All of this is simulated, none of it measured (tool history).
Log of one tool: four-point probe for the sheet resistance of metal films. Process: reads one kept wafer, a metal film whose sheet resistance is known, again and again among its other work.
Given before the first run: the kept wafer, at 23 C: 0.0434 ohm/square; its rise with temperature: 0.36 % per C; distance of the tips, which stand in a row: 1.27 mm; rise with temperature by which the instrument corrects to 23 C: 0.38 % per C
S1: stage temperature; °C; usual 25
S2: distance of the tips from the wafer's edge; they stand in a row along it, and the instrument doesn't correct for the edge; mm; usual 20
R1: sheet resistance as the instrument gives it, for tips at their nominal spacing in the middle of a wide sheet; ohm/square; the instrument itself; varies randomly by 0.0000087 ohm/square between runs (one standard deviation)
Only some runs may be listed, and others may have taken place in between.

| run | hour | S1 | S2 | R1 |
|---|---|---|---|---|
| 1 | 0 | 25 | 20 | 0.043571 |
| 2 | 15.3 | 25 | 20 | 0.043567 |
| 3 | 27.7 | 25 | 20 | 0.043575 |
| 4 | 39.9 | 25 | 10 | 0.043857 |
| 5 | 48.7 | 25 | 10 | 0.043856 |
| 6 | 68.9 | 25 | 20 | 0.043575 |
| 7 | 81 | 25 | 20 | 0.043566 |
| 8 | 96.1 | 25 | 9 | 0.043942 |
| 9 | 110.3 | 25 | 20 | 0.04357 |
| 10 | 124 | 32 | 20 | 0.04352 |
| 11 | 140.1 | 32 | 20 | 0.04352 |
| 12 | 152.2 | 32 | 20 | 0.043514 |
| 13 | 162.9 | 32 | 20 | 0.043513 |
| 14 | 183.2 | 25 | 71 | 0.043496 |
| 15 | 200.3 | 25 | 4 | 0.045731 |
| 16 | 209 | 25 | 20 | 0.043581 |
| 17 | 225.1 | 25 | 20 | 0.043598 |
| 18 | 237.7 | 25 | 20 | 0.043592 |
| 19 | 246.2 | 25 | 20 | 0.043597 |
| 20 | 262.2 | 25 | 20 | 0.043589 |
| 21 | 270.4 | 25 | 20 | 0.043581 |
| 22 | 283.8 | 25 | 39 | 0.043518 |
| 23 | 300.1 | 27 | 10 | 0.043847 |
| 24 | 313 | 27 | 10 | 0.043833 |
| 25 | 324 | 21 | 30 | 0.043583 |
| 26 | 342.1 | 20 | 4 | 0.045763 |
| 27 | 358.8 | 24 | 20 | 0.043586 |
| 28 | 371.7 | 26 | 4 | 0.04572 |
| 29 | 385.1 | 25 | 64 | 0.043496 |
| 30 | 401.8 | 25 | 64 | 0.043496 |
| 31 | 414.9 | 32 | 7 | 0.044185 |
| 32 | 428.8 | 32 | 15 | 0.043605 |
| 33 | 439.8 | 29 | 70 | 0.043467 |
| 34 | 450.9 | 19 | 16 | 0.043693 |
| 35 | 465.8 | 19 | 16 | 0.043707 |
| 36 | 483.6 | 19 | 16 | 0.043712 |
| 37 | 498.9 | 22 | 9 | 0.043969 |
| 38 | 508 | 25 | 3 | 0.047297 |
| 39 | 525.1 | 19 | 9 | 0.044009 |
| 40 | 534.1 | 32 | 7 | 0.044205 |
| 41 | 550.3 | 23 | 24 | 0.043577 |
| 42 | 561.6 | 25 | 5 | 0.04495 |
| 43 | 579.9 | 25 | 5 | 0.044968 |
| 44 | 593.2 | 33 | 5 | 0.044872 |

Selected run-to-run steps in R1, each split into two signed amounts: the part the tool would show with no hidden state at all (from settings, incoming material and random variation), and the remainder, which goes to the hidden state together with any gauge scatter not common to the measured and the hidden-state-free results:
The hidden state here: inner tips' distance over the nominal, %; tips' flats over new ones', %; wafer's true temperature over the reading, C; drift of the gauge itself on sheet_ohm, %.
Run 14 -> 15: S2 71 -> 4. R1 +0.002235 ohm/square: hidden state +0.000006, all else +0.002229.
Run 37 -> 38: S1 22 -> 25, S2 9 -> 3. R1 +0.003328 ohm/square: hidden state +0.000008, all else +0.00332.
Run 38 -> 39: S1 25 -> 19, S2 3 -> 9. R1 -0.003288 ohm/square: hidden state -0.000006, all else -0.003282.
